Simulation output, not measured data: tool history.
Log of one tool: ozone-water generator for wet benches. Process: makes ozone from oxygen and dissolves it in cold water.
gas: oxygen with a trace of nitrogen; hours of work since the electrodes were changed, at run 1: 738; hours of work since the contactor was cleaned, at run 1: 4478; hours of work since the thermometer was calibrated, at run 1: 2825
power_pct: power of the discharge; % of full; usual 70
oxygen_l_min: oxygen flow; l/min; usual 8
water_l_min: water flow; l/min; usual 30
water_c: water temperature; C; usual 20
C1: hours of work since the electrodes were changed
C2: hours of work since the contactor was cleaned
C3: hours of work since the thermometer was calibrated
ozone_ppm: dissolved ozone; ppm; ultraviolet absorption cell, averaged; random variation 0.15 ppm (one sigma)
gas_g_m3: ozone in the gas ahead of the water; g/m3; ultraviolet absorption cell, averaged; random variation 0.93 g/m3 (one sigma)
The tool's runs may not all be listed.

run 1 hour=0 | power_pct=70 oxygen_l_min=8 water_l_min=30 water_c=20 | C1=738 C2=4478 C3=2825 | ozone_ppm=17.8 gas_g_m3=158.4
run 2 hour=50.2 | power_pct=70 oxygen_l_min=8 water_l_min=30 water_c=20 | C1=775 C2=4515 C3=2862 | ozone_ppm=17.9 gas_g_m3=156.4
run 3 hour=98.9 | power_pct=70 oxygen_l_min=8 water_l_min=30 water_c=20 | C1=812 C2=4551 C3=2898 | ozone_ppm=17.9 gas_g_m3=156.7
run 4 hour=129.3 | power_pct=70 oxygen_l_min=8 water_l_min=30 water_c=20 | C1=834 C2=4574 C3=2921 | ozone_ppm=17.8 gas_g_m3=156.4
run 5 hour=179.9 | power_pct=70 oxygen_l_min=8 water_l_min=30 water_c=20 | C1=872 C2=4612 C3=2959 | ozone_ppm=17.8 gas_g_m3=157.4
run 6 hour=247.6 | power_pct=70 oxygen_l_min=8 water_l_min=30 water_c=20 | C1=922 C2=4662 C3=3009 | ozone_ppm=18 gas_g_m3=155.9
run 7 hour=302.6 | power_pct=70 oxygen_l_min=8 water_l_min=30 water_c=20 | C1=963 C2=4703 C3=3050 | ozone_ppm=17.8 gas_g_m3=157.9
run 8 hour=336.3 | power_pct=70 oxygen_l_min=8 water_l_min=30 water_c=20 | C1=988 C2=4728 C3=3075 | ozone_ppm=18 gas_g_m3=157.4
run 9 hour=375.6 | power_pct=70 oxygen_l_min=8 water_l_min=30 water_c=20 | C1=1017 C2=4757 C3=3104 | ozone_ppm=17.9 gas_g_m3=156
run 10 hour=427.6 | power_pct=70 oxygen_l_min=8 water_l_min=23 water_c=20 | C1=1056 C2=4796 C3=3143 | ozone_ppm=21.9 gas_g_m3=155.7
run 11 hour=477.7 | power_pct=70 oxygen_l_min=8 water_l_min=23 water_c=20 | C1=1093 C2=4833 C3=3180 | ozone_ppm=21.9 gas_g_m3=154.7
run 12 hour=523.1 | power_pct=70 oxygen_l_min=8 water_l_min=23 water_c=20 | C1=1127 C2=4867 C3=3214 | ozone_ppm=21.5 gas_g_m3=154.2
run 13 hour=559.5 | power_pct=70 oxygen_l_min=8 water_l_min=23 water_c=20 | C1=1154 C2=4894 C3=3241 | ozone_ppm=21.9 gas_g_m3=155.5
-- hour=600 water thermometer calibrated
run 14 hour=625.7 | power_pct=70 oxygen_l_min=8 water_l_min=23 water_c=14 | C1=1203 C2=4943 C3=19 | ozone_ppm=24.1 gas_g_m3=154.9
run 15 hour=667.2 | power_pct=70 oxygen_l_min=6.09 water_l_min=23 water_c=14 | C1=1234 C2=4974 C3=50 | ozone_ppm=23.3 gas_g_m3=173.6
run 16 hour=725.5 | power_pct=70 oxygen_l_min=6.09 water_l_min=23 water_c=14 | C1=1277 C2=5017 C3=93 | ozone_ppm=23.5 gas_g_m3=174.8
run 17 hour=756.8 | power_pct=50 oxygen_l_min=6.09 water_l_min=23 water_c=14 | C1=1301 C2=5040 C3=117 | ozone_ppm=18.4 gas_g_m3=134.8
run 18 hour=817.6 | power_pct=50 oxygen_l_min=6.09 water_l_min=23 water_c=14 | C1=1346 C2=5085 C3=162 | ozone_ppm=18.4 gas_g_m3=136.3
run 19 hour=884.7 | power_pct=94 oxygen_l_min=6.09 water_l_min=23 water_c=13 | C1=1396 C2=5135 C3=212 | ozone_ppm=28.7 gas_g_m3=214
run 20 hour=951.5 | power_pct=70 oxygen_l_min=10.58 water_l_min=30 water_c=23 | C1=1445 C2=5185 C3=261 | ozone_ppm=17.4 gas_g_m3=136.8
run 21 hour=983.1 | power_pct=63 oxygen_l_min=11.04 water_l_min=19 water_c=16 | C1=1469 C2=5208 C3=285 | ozone_ppm=24.3 gas_g_m3=125.1
run 22 hour=1040 | power_pct=73 oxygen_l_min=8 water_l_min=20 water_c=20 | C1=1511 C2=5251 C3=327 | ozone_ppm=24.9 gas_g_m3=157.3
run 23 hour=1089.2 | power_pct=73 oxygen_l_min=8 water_l_min=20 water_c=20 | C1=1548 C2=5287 C3=364 | ozone_ppm=24.6 gas_g_m3=157.5
run 24 hour=1126.7 | power_pct=76 oxygen_l_min=8 water_l_min=19 water_c=19 | C1=1576 C2=5315 C3=392 | ozone_ppm=26.5 gas_g_m3=164.6
run 25 hour=1176.4 | power_pct=89 oxygen_l_min=8 water_l_min=30 water_c=24 | C1=1613 C2=5352 C3=429 | ozone_ppm=20 gas_g_m3=181.9
run 26 hour=1236.9 | power_pct=49 oxygen_l_min=5.95 water_l_min=30 water_c=16 | C1=1658 C2=5397 C3=474 | ozone_ppm=14 gas_g_m3=132.8
run 27 hour=1266 | power_pct=49 oxygen_l_min=5.95 water_l_min=30 water_c=16 | C1=1679 C2=5419 C3=495 | ozone_ppm=13.8 gas_g_m3=135.4
run 28 hour=1305.5 | power_pct=41 oxygen_l_min=12.9 water_l_min=22 water_c=21 | C1=1709 C2=5448 C3=525 | ozone_ppm=14.8 gas_g_m3=83.8
run 29 hour=1372.8 | power_pct=70 oxygen_l_min=11.27 water_l_min=30 water_c=13 | C1=1759 C2=5498 C3=575 | ozone_ppm=20.5 gas_g_m3=134.4
run 30 hour=1432.2 | power_pct=70 oxygen_l_min=11.27 water_l_min=30 water_c=24 | C1=1803 C2=5542 C3=619 | ozone_ppm=16.9 gas_g_m3=131.7
-- hour=1456.1 gauge calibrated
run 31 hour=1489 | power_pct=71 oxygen_l_min=6.08 water_l_min=23 water_c=24 | C1=1845 C2=5585 C3=661 | ozone_ppm=20.4 gas_g_m3=179.1

The same runs without the tool's hidden state, with the same run-to-run variation:
The hidden state here: yield of the discharge, % of new electrodes'; contactor's efficiency, % of a clean one's; true water temperature over the reading, C; drift of the gauge itself on ozone_ppm, %; drift of the gauge itself on gas_g_m3, %.
run=1 gas_g_m3=158.4
run=2 gas_g_m3=156.6
run=3 gas_g_m3=157.1
run=4 gas_g_m3=156.8
run=5 gas_g_m3=158
run=6 gas_g_m3=156.7
run=7 gas_g_m3=158.9
run=8 gas_g_m3=158.5
run=9 gas_g_m3=157.2
run=10 gas_g_m3=157.1
run=11 gas_g_m3=156.3
run=12 gas_g_m3=155.9
run=13 gas_g_m3=157.4
run=14 gas_g_m3=157
run=15 gas_g_m3=176
run=16 gas_g_m3=177.5
run=17 gas_g_m3=137
run=18 gas_g_m3=138.6
run=19 gas_g_m3=218
run=20 gas_g_m3=139.5
run=21 gas_g_m3=127.7
run=22 gas_g_m3=160.8
run=23 gas_g_m3=161.1
run=24 gas_g_m3=168.5
run=25 gas_g_m3=186.4
run=26 gas_g_m3=136.3
run=27 gas_g_m3=139
run=28 gas_g_m3=86.1
run=29 gas_g_m3=138.3
run=30 gas_g_m3=135.7
run=31 gas_g_m3=179.2
ozone_ppm: within 0.1 ppm of the measured result in every run.
